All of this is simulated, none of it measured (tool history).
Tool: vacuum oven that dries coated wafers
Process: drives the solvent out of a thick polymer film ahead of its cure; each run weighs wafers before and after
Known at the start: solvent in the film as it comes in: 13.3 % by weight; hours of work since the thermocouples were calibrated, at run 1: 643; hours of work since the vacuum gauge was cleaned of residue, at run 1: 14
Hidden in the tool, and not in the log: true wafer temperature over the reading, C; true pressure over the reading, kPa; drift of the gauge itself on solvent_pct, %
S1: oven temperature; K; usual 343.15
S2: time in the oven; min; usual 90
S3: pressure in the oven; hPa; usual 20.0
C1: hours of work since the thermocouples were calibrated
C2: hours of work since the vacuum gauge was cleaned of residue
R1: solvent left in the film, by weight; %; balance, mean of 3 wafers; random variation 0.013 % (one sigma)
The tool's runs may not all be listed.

{"run": 1, "hour": 0.0, "S1": 343.15, "S2": 90, "S3": 20.0, "C1": 643, "C2": 14, "R1": 1.46}
{"run": 2, "hour": 7.6, "S1": 343.15, "S2": 90, "S3": 20.0, "C1": 649, "C2": 20, "R1": 1.48}
{"run": 3, "hour": 19.7, "S1": 343.15, "S2": 90, "S3": 20.0, "C1": 658, "C2": 29, "R1": 1.48}
{"run": 4, "hour": 29.5, "S1": 343.15, "S2": 90, "S3": 20.0, "C1": 666, "C2": 37, "R1": 1.48}
{"run": 5, "hour": 36.3, "S1": 343.15, "S2": 90, "S3": 20.0, "C1": 671, "C2": 42, "R1": 1.48}
{"run": 6, "hour": 45.8, "S1": 343.15, "S2": 90, "S3": 20.0, "C1": 679, "C2": 50, "R1": 1.47}
{"run": 7, "hour": 54.2, "S1": 343.15, "S2": 90, "S3": 20.0, "C1": 685, "C2": 56, "R1": 1.46}
{"run": 8, "hour": 66.4, "S1": 343.15, "S2": 90, "S3": 20.0, "C1": 695, "C2": 66, "R1": 1.48}
{"run": 9, "hour": 77.2, "S1": 343.15, "S2": 90, "S3": 20.0, "C1": 703, "C2": 74, "R1": 1.49}
{"run": 10, "hour": 88.0, "S1": 343.15, "S2": 90, "S3": 20.0, "C1": 712, "C2": 83, "R1": 1.5}
{"run": 11, "hour": 100.1, "S1": 343.15, "S2": 90, "S3": 20.0, "C1": 721, "C2": 92, "R1": 1.48}
{"run": 12, "hour": 111.9, "S1": 343.15, "S2": 90, "S3": 20.0, "C1": 731, "C2": 102, "R1": 1.49}
{"run": 13, "hour": 122.8, "S1": 343.15, "S2": 90, "S3": 20.0, "C1": 739, "C2": 110, "R1": 1.5}
{"run": 14, "hour": 130.8, "S1": 343.15, "S2": 90, "S3": 20.0, "C1": 746, "C2": 116, "R1": 1.48}
{"run": 15, "hour": 142.7, "S1": 343.15, "S2": 90, "S3": 20.0, "C1": 755, "C2": 126, "R1": 1.48}
{"run": 16, "hour": 155.3, "S1": 343.15, "S2": 90, "S3": 31.8, "C1": 765, "C2": 136, "R1": 1.77}
{"hour": 158.0, "done": "oven's thermocouples calibrated"}
{"run": 17, "hour": 166.9, "S1": 343.15, "S2": 90, "S3": 31.8, "C1": 7, "C2": 143, "R1": 1.85}
{"run": 18, "hour": 179.8, "S1": 343.15, "S2": 90, "S3": 31.8, "C1": 17, "C2": 153, "R1": 1.86}
{"run": 19, "hour": 188.9, "S1": 343.15, "S2": 90, "S3": 31.8, "C1": 24, "C2": 160, "R1": 1.86}
{"run": 20, "hour": 203.5, "S1": 343.15, "S2": 90, "S3": 22.8, "C1": 36, "C2": 172, "R1": 1.67}
{"run": 21, "hour": 213.9, "S1": 343.15, "S2": 90, "S3": 21.0, "C1": 44, "C2": 180, "R1": 1.62}
{"hour": 221.5, "done": "oven's thermocouples calibrated, once more"}
{"run": 22, "hour": 225.7, "S1": 343.15, "S2": 82, "S3": 20.0, "C1": 3, "C2": 188, "R1": 1.54}
{"run": 23, "hour": 234.1, "S1": 343.15, "S2": 82, "S3": 20.0, "C1": 10, "C2": 194, "R1": 1.53}
{"run": 24, "hour": 245.8, "S1": 343.15, "S2": 155, "S3": 54.6, "C1": 19, "C2": 204, "R1": 1.27}
{"run": 25, "hour": 257.2, "S1": 343.15, "S2": 108, "S3": 11.7, "C1": 28, "C2": 213, "R1": 0.8}
{"run": 26, "hour": 264.7, "S1": 338.15, "S2": 81, "S3": 27.7, "C1": 34, "C2": 218, "R1": 2.61}
{"run": 27, "hour": 277.5, "S1": 344.15, "S2": 90, "S3": 20.0, "C1": 44, "C2": 228, "R1": 1.18}
{"run": 28, "hour": 285.4, "S1": 331.15, "S2": 62, "S3": 68.3, "C1": 50, "C2": 235, "R1": 6.09}
{"run": 29, "hour": 295.0, "S1": 341.15, "S2": 57, "S3": 38.8, "C1": 58, "C2": 242, "R1": 3.4}
{"run": 30, "hour": 306.5, "S1": 351.15, "S2": 86, "S3": 38.8, "C1": 67, "C2": 251, "R1": 0.88}
{"run": 31, "hour": 313.8, "S1": 343.15, "S2": 90, "S3": 56.1, "C1": 72, "C2": 257, "R1": 2.02}
{"run": 32, "hour": 327.4, "S1": 338.15, "S2": 159, "S3": 20.0, "C1": 83, "C2": 268, "R1": 0.9}
{"run": 33, "hour": 336.7, "S1": 338.15, "S2": 159, "S3": 20.0, "C1": 90, "C2": 275, "R1": 0.91}
{"run": 34, "hour": 346.5, "S1": 353.15, "S2": 66, "S3": 20.0, "C1": 98, "C2": 283, "R1": 0.82}
{"run": 35, "hour": 352.5, "S1": 353.15, "S2": 66, "S3": 17.4, "C1": 103, "C2": 287, "R1": 0.79}
{"run": 36, "hour": 359.9, "S1": 353.15, "S2": 66, "S3": 61.8, "C1": 109, "C2": 293, "R1": 1.38}
{"run": 37, "hour": 366.0, "S1": 331.15, "S2": 60, "S3": 20.4, "C1": 114, "C2": 298, "R1": 5.12}
{"run": 38, "hour": 378.3, "S1": 348.15, "S2": 138, "S3": 58.0, "C1": 123, "C2": 308, "R1": 1.07}
{"run": 39, "hour": 389.4, "S1": 343.15, "S2": 90, "S3": 79.5, "C1": 132, "C2": 316, "R1": 2.48}
{"run": 40, "hour": 397.6, "S1": 330.15, "S2": 72, "S3": 56.4, "C1": 138, "C2": 323, "R1": 5.57}
{"run": 41, "hour": 412.6, "S1": 338.15, "S2": 111, "S3": 10.7, "C1": 150, "C2": 335, "R1": 1.37}
{"run": 42, "hour": 421.3, "S1": 343.15, "S2": 121, "S3": 15.8, "C1": 157, "C2": 341, "R1": 0.75}
{"run": 43, "hour": 435.3, "S1": 343.15, "S2": 130, "S3": 15.8, "C1": 168, "C2": 352, "R1": 0.67}
{"run": 44, "hour": 443.9, "S1": 343.15, "S2": 90, "S3": 16.4, "C1": 175, "C2": 359, "R1": 1.29}
{"run": 45, "hour": 458.8, "S1": 343.15, "S2": 154, "S3": 20.0, "C1": 186, "C2": 371, "R1": 0.6}
{"run": 46, "hour": 467.8, "S1": 347.15, "S2": 104, "S3": 20.0, "C1": 193, "C2": 378, "R1": 0.68}

Hidden state at the last listed run before each entry between runs and at the first one after, where it differs:
Between runs 16 and 17: oven's thermocouples calibrated (hour 158.0)
  true wafer temperature over the reading, C: -1.49 -> -2.22; true pressure over the reading, kPa: 0.051 -> 0.052
  measured less the result without the state, R1: +0.23 -> +0.35 %
Between runs 21 and 22: oven's thermocouples calibrated, once more (hour 221.5)
  true wafer temperature over the reading, C: -2.29 -> -0.17; true pressure over the reading, kPa: 0.06 -> 0.062
  measured less the result without the state, R1: +0.34 -> +0.04 %
